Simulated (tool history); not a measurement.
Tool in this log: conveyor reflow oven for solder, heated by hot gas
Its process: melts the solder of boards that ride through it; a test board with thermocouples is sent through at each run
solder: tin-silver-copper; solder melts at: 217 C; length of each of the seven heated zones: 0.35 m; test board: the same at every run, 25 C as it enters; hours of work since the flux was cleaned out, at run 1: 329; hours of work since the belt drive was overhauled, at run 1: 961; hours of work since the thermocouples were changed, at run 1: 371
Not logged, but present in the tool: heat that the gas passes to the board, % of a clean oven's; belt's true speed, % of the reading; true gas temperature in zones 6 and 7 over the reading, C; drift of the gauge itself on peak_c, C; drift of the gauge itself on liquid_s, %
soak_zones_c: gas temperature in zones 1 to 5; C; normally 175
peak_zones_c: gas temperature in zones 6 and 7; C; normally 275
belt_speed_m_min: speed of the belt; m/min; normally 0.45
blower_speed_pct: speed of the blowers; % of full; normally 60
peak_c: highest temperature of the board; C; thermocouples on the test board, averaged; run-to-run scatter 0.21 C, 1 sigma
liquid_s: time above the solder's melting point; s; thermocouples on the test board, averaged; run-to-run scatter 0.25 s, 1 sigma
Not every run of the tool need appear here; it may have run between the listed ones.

run	day	soak_zones_c	peak_zones_c	belt_speed_m_min	blower_speed_pct	hours of work since the flux was cleaned out	hours of work since the belt drive was overhauled	hours of work since the thermocouples were changed	peak_c	liquid_s
1	0	175	275	0.45	60	329	961	371	263.4	81.1
2	1.688	175	275	0.45	60	357	989	399	263.3	80.9
3	3.354	175	275	0.45	60	384	1016	426	263.5	81.2
4	4.717	175	275	0.45	60	406	1038	448	263.7	81.1
# day 5.792: flux residue cleaned out of gas plates and filters
5	6.446	175	275	0.376	60	11	1063	473	268.7	101.7
6	7.492	175	275	0.45	64	28	1080	490	265.1	82.5
7	8.292	175	275	0.45	64	41	1093	503	264.8	82.3
8	9.142	175	275	0.45	89	55	1107	517	267.9	84.6
# day 9.467: belt drive overhauled, speed set with a stopwatch
9	10.762	175	275	0.45	85	78	21	541	267.7	85.8
10	11.55	175	275	0.45	85	91	34	554	268	85.7
11	12.771	175	289	0.45	68	111	54	574	279.1	91.2
# day 13.488: belt drive overhauled, speed set with a stopwatch, once more
12	14.275	175	274	0.45	60	133	13	596	263	79.5
13	15.058	178	277	0.452	58	146	26	608	265.9	82
14	16.5	175	264	0.45	60	169	49	632	253.9	72.7
15	18.183	175	264	0.45	60	197	77	659	253.9	73.2

Predict each of these 5 candidate next runs independently; none follows another, all start after run 15:
A	19.088	175	275	0.45	60	212	91	674	?	?
B	19.088	182	264	0.45	83	212	91	674	?	?
C	19.088	166	283	0.49	60	212	91	674	?	?
D	19.088	175	264	0.45	89	212	91	674	?	?
E	19.088	177	264	0.432	60	212	91	674	?	?

run	peak_c	liquid_s
A	263.4	80.6
B	257	79.8
C	267.1	71.7
D	256.8	76.6
E	255.3	78.4
Without the tool's unlogged condition, the same runs would have read:
run	peak_c	liquid_s
A	261.5	79.1
B	255	78.3
C	265.3	70.3
D	254.9	75.2
E	253.3	76.7
